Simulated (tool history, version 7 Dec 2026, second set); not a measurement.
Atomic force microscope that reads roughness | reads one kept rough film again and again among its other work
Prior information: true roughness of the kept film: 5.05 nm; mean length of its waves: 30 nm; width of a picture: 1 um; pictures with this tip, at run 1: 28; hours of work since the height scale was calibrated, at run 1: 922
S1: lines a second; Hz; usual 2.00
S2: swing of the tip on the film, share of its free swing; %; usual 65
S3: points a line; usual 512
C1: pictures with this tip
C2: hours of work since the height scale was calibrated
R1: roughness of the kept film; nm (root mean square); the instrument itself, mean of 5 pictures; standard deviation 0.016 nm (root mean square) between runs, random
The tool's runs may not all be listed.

Run 1, hour 0.0: usual settings; C1 28; C2 922. Result: R1 3.697 nm (root mean square).
Run 2, hour 58.5: usual settings but S2 88 %; C1 82; C2 946. Result: R1 3.007 nm (root mean square).
Run 3, hour 109.2: usual settings but S2 88 %; C1 129; C2 966. Result: R1 2.822 nm (root mean square).
Run 4, hour 160.8: usual settings but S1 0.63 Hz, S2 88 %; C1 177; C2 987. Result: R1 3.025 nm (root mean square).
Run 5, hour 224.3: usual settings; C1 235; C2 1013. Result: R1 2.792 nm (root mean square).
Run 6, hour 293.5: usual settings; C1 300; C2 1041. Result: R1 2.638 nm (root mean square).
At hour 299.5: new tip fitted.
Run 7, hour 339.3: usual settings but S1 2.67 Hz; C1 37; C2 1060. Result: R1 3.544 nm (root mean square).
Run 8, hour 406.7: usual settings; C1 99; C2 1087. Result: R1 3.329 nm (root mean square).
Run 9, hour 438.9: usual settings but S1 0.74 Hz; C1 129; C2 1100. Result: R1 3.343 nm (root mean square).
Run 10, hour 483.4: usual settings but S1 0.74 Hz; C1 170; C2 1118. Result: R1 3.173 nm (root mean square).
Run 11, hour 550.5: usual settings but S1 0.74 Hz, S2 82 %, S3 720; C1 232; C2 1146. Result: R1 2.853 nm (root mean square).
Run 12, hour 594.5: usual settings but S1 3.38 Hz, S2 56 %, S3 416; C1 273; C2 1164. Result: R1 2.738 nm (root mean square).
At hour 629.0: new tip fitted.
Run 13, hour 664.7: usual settings but S1 3.38 Hz, S2 88 %, S3 517; C1 33; C2 1192. Result: R1 2.839 nm (root mean square).
Run 14, hour 716.1: usual settings but S1 3.05 Hz, S2 88 %, S3 441; C1 81; C2 1213. Result: R1 2.706 nm (root mean square).
Run 15, hour 761.6: usual settings but S1 3.92 Hz, S2 58 %, S3 555; C1 123; C2 1231. Result: R1 3.166 nm (root mean square).
Run 16, hour 799.6: usual settings but S1 1.22 Hz, S2 71 %, S3 481; C1 158; C2 1247. Result: R1 3.062 nm (root mean square).
Run 17, hour 854.4: usual settings but S1 1.22 Hz, S2 71 %, S3 481; C1 209; C2 1269. Result: R1 2.912 nm (root mean square).
Run 18, hour 913.8: usual settings but S1 1.22 Hz, S2 71 %, S3 835; C1 264; C2 1293. Result: R1 2.780 nm (root mean square).
At hour 957.7: new tip fitted.
Run 19, hour 960.3: usual settings but S1 0.77 Hz, S2 87 %, S3 368; C1 3; C2 1312. Result: R1 3.771 nm (root mean square).

Consider 3 possible next runs. They are alternatives, not a sequence: every one starts from the tool as it was left by run 19. What does each give?
Run A, hour 1015.8: usual settings but S3 608; C1 54; C2 1335. Result: R1 ?.
Run B, hour 1015.8: usual settings but S1 3.50 Hz; C1 54; C2 1335. Result: R1 ?.
Run C, hour 1015.8: usual settings but S1 0.70 Hz; C1 54; C2 1335. Result: R1 ?.

run     R1
  A  3.583
  B  3.425
  C  3.725
Without the tool's hidden state the same runs would have given:
run     R1
  A  3.860
  B  3.690
  C  4.012

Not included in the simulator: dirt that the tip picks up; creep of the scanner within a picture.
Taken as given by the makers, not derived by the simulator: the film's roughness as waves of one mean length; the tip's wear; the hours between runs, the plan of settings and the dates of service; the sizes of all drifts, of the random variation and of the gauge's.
